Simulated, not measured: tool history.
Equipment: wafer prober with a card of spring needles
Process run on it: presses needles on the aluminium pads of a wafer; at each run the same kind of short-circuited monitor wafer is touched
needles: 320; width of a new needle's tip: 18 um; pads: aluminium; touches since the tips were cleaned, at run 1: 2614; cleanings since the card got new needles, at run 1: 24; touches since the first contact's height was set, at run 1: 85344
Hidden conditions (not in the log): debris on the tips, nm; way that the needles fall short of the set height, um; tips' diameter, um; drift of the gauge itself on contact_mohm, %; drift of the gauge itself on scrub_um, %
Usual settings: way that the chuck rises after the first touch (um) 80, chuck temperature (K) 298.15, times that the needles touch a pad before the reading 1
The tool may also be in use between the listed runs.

run,day,way that the chuck rises after the first touch (um),chuck temperature (K),times that the needles touch a pad before the reading,touches since the tips were cleaned,cleanings since the card got new needles,touches since the first contact's height was set,resistance of one needle with its contact and lead (mohm),way that a needle slides on the pad (um)
1,0,80,298.15,1,2614,24,85344,157,12.37
# day 0.108: tips cleaned on abrasive film
# day 0.633: tips cleaned on abrasive film
# day 1.142: tips cleaned on abrasive film
2,1.246,80,298.15,1,671,27,93351,154,12.38
# day 1.633: tips cleaned on abrasive film
# day 2.179: tips cleaned on abrasive film
3,2.379,80,298.15,1,1306,29,100672,160,12.31
# day 2.708: tips cleaned on abrasive film
# day 3.212: tips cleaned on abrasive film
4,3.471,76,298.15,1,1682,31,107725,157,11.73
# day 3.692: tips cleaned on abrasive film
# day 4.162: tips cleaned on abrasive film
# day 4.662: tips cleaned on abrasive film
5,4.875,76,298.15,2,1381,34,116763,156,11.69
# day 5.196: tips cleaned on abrasive film
# day 5.742: tips cleaned on abrasive film
6,5.988,80,305.15,1,1589,36,123936,158,12.31
# day 6.192: tips cleaned on abrasive film
# day 6.708: tips cleaned on abrasive film
# day 7.221: tips cleaned on abrasive film
7,7.5,80,345.15,1,1822,39,133695,161,12.26
# day 7.721: tips cleaned on abrasive film
# day 8.229: tips cleaned on abrasive film
8,8.575,80,345.15,1,2237,41,140614,165,12.3
# day 8.667: tips cleaned on abrasive film
# day 9.167: tips cleaned on abrasive film
9,9.321,80,345.15,1,994,43,145411,165,12.29
# day 9.65: tips cleaned on abrasive film
# day 10.192: tips cleaned on abrasive film
10,10.475,80,345.15,1,1839,45,152877,162,12.26
# day 10.671: tips cleaned on abrasive film
# day 11.183: tips cleaned on abrasive film
# day 11.679: tips cleaned on abrasive film
11,11.892,80,387.15,1,1375,48,161981,169,12.23
# day 12.117: height of the first contact set anew
# day 12.229: tips cleaned on abrasive film
12,12.65,80,298.15,1,2735,49,3438,155,12.23
# day 12.733: tips cleaned on abrasive film
# day 13.221: tips cleaned on abrasive film
# day 13.754: tips cleaned on abrasive film
# day 14.208: tips cleaned on abrasive film
13,14.208,63,298.15,1,0,53,13445,157,9.63
# day 14.742: tips cleaned on abrasive film
# day 15.288: tips cleaned on abrasive film
14,15.612,63,298.15,1,2114,55,22522,161,9.6
# day 15.829: tips cleaned on abrasive film
# day 16.375: tips cleaned on abrasive film
15,16.525,99,298.15,1,976,57,28408,156,15.11
# day 16.812: tips cleaned on abrasive film
# day 17.333: tips cleaned on abrasive film
# day 17.812: tips cleaned on abrasive film
16,17.879,99,298.15,1,433,60,37121,154,15.09
# day 18.292: tips cleaned on abrasive film
17,18.596,99,298.15,1,1987,61,41750,156,15.04
# day 18.817: tips cleaned on abrasive film
# day 19.35: tips cleaned on abrasive film
# day 19.862: tips cleaned on abrasive film
18,19.862,74,308.15,1,0,64,49897,156,11.28
# day 20.388: tips cleaned on abrasive film
19,20.675,97,316.15,2,1874,65,55162,159,14.74
# day 20.871: tips cleaned on abrasive film
# day 21.362: tips cleaned on abrasive film
20,21.488,63,298.15,1,827,67,60398,161,9.56
# day 21.85: tips cleaned on abrasive film
# day 22.388: tips cleaned on abrasive film
# day 22.829: tips cleaned on abrasive film
21,22.829,72,298.15,2,0,70,69034,157,10.93
# day 23.358: tips cleaned on abrasive film
# day 23.838: tips cleaned on abrasive film
# day 24.3: tips cleaned on abrasive film
22,24.3,72,298.15,2,0,73,78511,156,10.89
# day 24.788: tips cleaned on abrasive film
# day 25.329: tips cleaned on abrasive film
23,25.712,93,298.15,1,2493,75,87647,157,14.07
# day 25.825: tips cleaned on abrasive film
# day 26.279: tips cleaned on abrasive film
24,26.667,87,298.15,1,2514,77,93781,152,13.13
# day 26.779: tips cleaned on abrasive film
# day 27.296: gauge calibrated
# day 27.3: tips cleaned on abrasive film
# day 27.812: tips cleaned on abrasive film
25,27.854,87,389.15,1,280,80,101431,170,13.44
# day 28.258: tips cleaned on abrasive film
# day 28.738: tips cleaned on abrasive film
# day 29.229: tips cleaned on abrasive film
26,29.271,87,389.15,1,279,83,110555,170,13.41
# day 29.688: tips cleaned on abrasive film
# day 30.233: tips cleaned on abrasive film
27,30.308,87,343.15,1,508,85,117251,164,13.43
# day 30.771: tips cleaned on abrasive film
# day 31.288: tips cleaned on abrasive film
28,31.367,66,337.15,1,532,87,124075,168,10.15

Below are 4 alternative next runs, each starting from the tool's condition after run 28. Predict each:
# day 31.796: tips cleaned on abrasive film
# day 32.304: tips cleaned on abrasive film
# day 32.821: tips cleaned on abrasive film
A,32.988,99,355.15,1,1061,90,134506,?,?
# day 31.796: tips cleaned on abrasive film
# day 32.304: tips cleaned on abrasive film
# day 32.821: tips cleaned on abrasive film
B,32.988,98,307.15,2,1061,90,134506,?,?
# day 31.796: tips cleaned on abrasive film
# day 32.304: tips cleaned on abrasive film
# day 32.821: tips cleaned on abrasive film
C,32.988,66,337.15,1,1061,90,134506,?,?
# day 31.796: tips cleaned on abrasive film
# day 32.304: tips cleaned on abrasive film
# day 32.821: tips cleaned on abrasive film
D,32.988,68,355.15,1,1061,90,134506,?,?

run,resistance of one needle with its contact and lead (mohm),way that a needle slides on the pad (um)
A,162,15.28
B,156,15.06
C,166,10.08
D,168,10.47
Take away the tool's hidden state, keep each run's random variation, and the runs would have read:
run,resistance of one needle with its contact and lead (mohm),way that a needle slides on the pad (um)
A,162,15.35
B,156,15.13
C,166,10.13
D,168,10.52
